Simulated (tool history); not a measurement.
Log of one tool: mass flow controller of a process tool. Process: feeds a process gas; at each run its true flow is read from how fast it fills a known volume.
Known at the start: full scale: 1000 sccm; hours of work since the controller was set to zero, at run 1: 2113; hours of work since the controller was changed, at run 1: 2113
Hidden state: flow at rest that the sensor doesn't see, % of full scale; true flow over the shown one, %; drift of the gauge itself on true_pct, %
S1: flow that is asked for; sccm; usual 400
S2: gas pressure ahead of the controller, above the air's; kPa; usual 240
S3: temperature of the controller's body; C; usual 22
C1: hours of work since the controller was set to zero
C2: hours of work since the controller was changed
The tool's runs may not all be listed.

{"run": 1, "hour": 0.0, "S1": 400, "S2": 240, "S3": 22, "C1": 2113, "C2": 2113, "true flow (%)": 98.94}
{"run": 2, "hour": 51.8, "S1": 400, "S2": 240, "S3": 22, "C1": 2153, "C2": 2153, "true flow (%)": 98.99}
{"run": 3, "hour": 148.6, "S1": 400, "S2": 240, "S3": 22, "C1": 2229, "C2": 2229, "true flow (%)": 99.12}
{"run": 4, "hour": 243.1, "S1": 400, "S2": 240, "S3": 22, "C1": 2303, "C2": 2303, "true flow (%)": 99.05}
{"run": 5, "hour": 312.5, "S1": 131, "S2": 240, "S3": 22, "C1": 2358, "C2": 2358, "true flow (%)": 97.82}
{"run": 6, "hour": 413.7, "S1": 400, "S2": 240, "S3": 30, "C1": 2437, "C2": 2437, "true flow (%)": 99.81}
{"run": 7, "hour": 522.1, "S1": 400, "S2": 240, "S3": 30, "C1": 2522, "C2": 2522, "true flow (%)": 99.83}
{"run": 8, "hour": 582.0, "S1": 400, "S2": 240, "S3": 22, "C1": 2569, "C2": 2569, "true flow (%)": 99.0}
{"run": 9, "hour": 662.9, "S1": 400, "S2": 240, "S3": 22, "C1": 2633, "C2": 2633, "true flow (%)": 99.15}
{"run": 10, "hour": 759.9, "S1": 537, "S2": 240, "S3": 22, "C1": 2709, "C2": 2709, "true flow (%)": 99.53}
{"hour": 770.1, "done": "controller's zero set anew"}
{"run": 11, "hour": 866.3, "S1": 537, "S2": 240, "S3": 22, "C1": 75, "C2": 2792, "true flow (%)": 99.7}
{"run": 12, "hour": 968.6, "S1": 537, "S2": 240, "S3": 22, "C1": 156, "C2": 2872, "true flow (%)": 99.58}
{"run": 13, "hour": 1065.0, "S1": 537, "S2": 240, "S3": 22, "C1": 231, "C2": 2947, "true flow (%)": 99.74}
{"hour": 1070.7, "done": "controller's zero set anew, once more"}
{"run": 14, "hour": 1135.3, "S1": 400, "S2": 240, "S3": 22, "C1": 51, "C2": 3002, "true flow (%)": 99.63}
{"run": 15, "hour": 1231.0, "S1": 400, "S2": 240, "S3": 22, "C1": 126, "C2": 3077, "true flow (%)": 99.6}
{"run": 16, "hour": 1300.5, "S1": 902, "S2": 223, "S3": 29, "C1": 180, "C2": 3132, "true flow (%)": 101.52}
{"run": 17, "hour": 1357.0, "S1": 902, "S2": 223, "S3": 29, "C1": 224, "C2": 3176, "true flow (%)": 101.59}
{"run": 18, "hour": 1421.6, "S1": 298, "S2": 142, "S3": 22, "C1": 275, "C2": 3227, "true flow (%)": 99.97}
{"run": 19, "hour": 1499.0, "S1": 154, "S2": 142, "S3": 22, "C1": 336, "C2": 3287, "true flow (%)": 99.51}
{"run": 20, "hour": 1606.2, "S1": 400, "S2": 238, "S3": 22, "C1": 420, "C2": 3371, "true flow (%)": 99.8}
{"run": 21, "hour": 1705.6, "S1": 511, "S2": 205, "S3": 22, "C1": 498, "C2": 3449, "true flow (%)": 100.28}
{"run": 22, "hour": 1811.8, "S1": 511, "S2": 205, "S3": 22, "C1": 581, "C2": 3533, "true flow (%)": 100.45}
{"run": 23, "hour": 1908.2, "S1": 154, "S2": 205, "S3": 27, "C1": 657, "C2": 3608, "true flow (%)": 99.67}
{"run": 24, "hour": 2008.8, "S1": 136, "S2": 173, "S3": 35, "C1": 736, "C2": 3687, "true flow (%)": 100.42}
{"run": 25, "hour": 2113.2, "S1": 111, "S2": 195, "S3": 34, "C1": 817, "C2": 3769, "true flow (%)": 99.94}
{"run": 26, "hour": 2159.7, "S1": 902, "S2": 149, "S3": 22, "C1": 854, "C2": 3805, "true flow (%)": 101.58}
{"run": 27, "hour": 2264.8, "S1": 902, "S2": 149, "S3": 22, "C1": 936, "C2": 3888, "true flow (%)": 101.69}
{"run": 28, "hour": 2314.1, "S1": 437, "S2": 240, "S3": 20, "C1": 975, "C2": 3926, "true flow (%)": 99.93}

Forecast each of these 5 alternatives for the next run:
{"run": "A", "hour": 2407.9, "S1": 487, "S2": 220, "S3": 22, "C1": 1048, "C2": 4000, "true flow (%)": "?"}
{"run": "B", "hour": 2407.9, "S1": 437, "S2": 223, "S3": 26, "C1": 1048, "C2": 4000, "true flow (%)": "?"}
{"run": "C", "hour": 2407.9, "S1": 139, "S2": 145, "S3": 39, "C1": 1048, "C2": 4000, "true flow (%)": "?"}
{"run": "D", "hour": 2407.9, "S1": 120, "S2": 252, "S3": 31, "C1": 1048, "C2": 4000, "true flow (%)": "?"}
{"run": "E", "hour": 2407.9, "S1": 363, "S2": 232, "S3": 23, "C1": 1048, "C2": 4000, "true flow (%)": "?"}

run=A true_flow_(%)=100.54
run=B true_flow_(%)=100.51
run=C true_flow_(%)=100.98
run=D true_flow_(%)=99.61
run=E true_flow_(%)=100.15
Without the tool's hidden state the same runs would have given:
run=A true_flow_(%)=98.71
run=B true_flow_(%)=98.71
run=C true_flow_(%)=99.67
run=D true_flow_(%)=98.42
run=E true_flow_(%)=98.39
